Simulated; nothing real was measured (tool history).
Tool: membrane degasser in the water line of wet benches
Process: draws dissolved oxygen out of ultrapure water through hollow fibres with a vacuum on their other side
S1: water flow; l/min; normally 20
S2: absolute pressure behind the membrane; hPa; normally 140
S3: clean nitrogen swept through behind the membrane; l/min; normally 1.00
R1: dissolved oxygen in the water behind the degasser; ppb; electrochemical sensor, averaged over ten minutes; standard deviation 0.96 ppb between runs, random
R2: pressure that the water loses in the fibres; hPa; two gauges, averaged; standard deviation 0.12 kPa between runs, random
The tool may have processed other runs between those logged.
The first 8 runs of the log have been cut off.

run 9 day=74.642 | S1=20 S2=140 S3=2.73 | R1=235.2 R2=492.2
run 10 day=83.833 | S1=20 S2=140 S3=2.73 | R1=236.1 R2=492.5
run 11 day=91.688 | S1=20 S2=140 S3=2.73 | R1=236.5 R2=495.4
-- day=97.242 seals of the vacuum lines changed
run 12 day=99.779 | S1=20 S2=140 S3=1.00 | R1=507.9 R2=494.1
run 13 day=109.712 | S1=20 S2=140 S3=1.00 | R1=510.2 R2=494.6
run 14 day=119.033 | S1=20 S2=140 S3=1.00 | R1=508.9 R2=493.3
run 15 day=127.354 | S1=20 S2=140 S3=1.00 | R1=513.3 R2=494.9
run 16 day=133.758 | S1=20 S2=140 S3=1.00 | R1=513.0 R2=493.8
run 17 day=146.004 | S1=20 S2=140 S3=1.00 | R1=512.8 R2=495.4
run 18 day=152.212 | S1=20 S2=184 S3=1.00 | R1=686.1 R2=498.1
-- day=152.938 vacuum gauge calibrated
run 19 day=157.862 | S1=20 S2=140 S3=0.75 | R1=641.8 R2=497.3
run 20 day=165.667 | S1=20 S2=140 S3=0.75 | R1=642.0 R2=497.5
run 21 day=174.842 | S1=20 S2=140 S3=0.75 | R1=641.5 R2=498.6
run 22 day=182.588 | S1=19 S2=325 S3=0.49 | R1=1906.3 R2=474.4
run 23 day=188.225 | S1=13 S2=159 S3=2.06 | R1=204.5 R2=322.5
run 24 day=193.879 | S1=30 S2=140 S3=1.71 | R1=576.6 R2=749.6
-- day=199.275 vacuum gauge calibrated, once more
run 25 day=205.188 | S1=20 S2=95 S3=0.84 | R1=361.8 R2=499.6

What does the tool deliver on the next run?
run 26 day=216.912 | S1=20 S2=95 S3=0.84 | R1=? R2=?

Run 26 came out at R1 364.7 ppb, R2 499.0 hPa.
On a tool with no hidden condition, and with the same random variation, this run would have come out at R1 359.6 ppb, R2 490.7 hPa.
